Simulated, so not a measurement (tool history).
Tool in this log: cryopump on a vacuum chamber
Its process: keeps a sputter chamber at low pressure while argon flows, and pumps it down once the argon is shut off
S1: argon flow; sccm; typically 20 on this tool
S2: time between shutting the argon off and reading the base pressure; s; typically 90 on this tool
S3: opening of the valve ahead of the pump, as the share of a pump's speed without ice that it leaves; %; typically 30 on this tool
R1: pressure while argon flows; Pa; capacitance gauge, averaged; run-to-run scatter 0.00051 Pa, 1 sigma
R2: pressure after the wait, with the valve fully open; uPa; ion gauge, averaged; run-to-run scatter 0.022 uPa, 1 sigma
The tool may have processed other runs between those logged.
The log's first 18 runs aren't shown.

run	hour	S1	S2	S3	R1	R2
19	740.6	28	174	22	0.1223	0.52
20	789.6	35	76	20	0.1698	0.83
21	824.5	35	76	20	0.1684	0.84
22	884.2	35	76	20	0.1705	0.8
23	939.8	12	36	53	0.023	1.36
24	998.1	17	53	21	0.0784	1.06
25	1027.1	17	53	21	0.0779	1.04
26	1051.8	8	194	21	0.0376	0.5
27	1086.3	36	51	30	0.1188	1.04
28	1124.9	9	90	47	0.0192	0.76
29	1155.7	9	90	47	0.0193	0.75
30	1193.2	19	93	30	0.062	0.77
31	1224.6	19	241	32	0.0586	0.53
32	1263.4	19	241	32	0.0583	0.53

Consider 4 possible next runs. They are alternatives, not a sequence: every one starts from the tool as it was left by run 32. What does each give?
A	1310.6	25	28	20	?	?
B	1310.6	19	295	45	?	?
C	1310.6	8	118	51	?	?
D	1310.6	25	241	32	?	?

run	R1	R2
A	0.1212	1.69
B	0.0429	0.5
C	0.0158	0.69
D	0.0779	0.49
What these runs would have given with no unlogged condition in the tool:
run	R1	R2
A	0.1173	1.5
B	0.0399	0.31
C	0.0146	0.5
D	0.0739	0.3
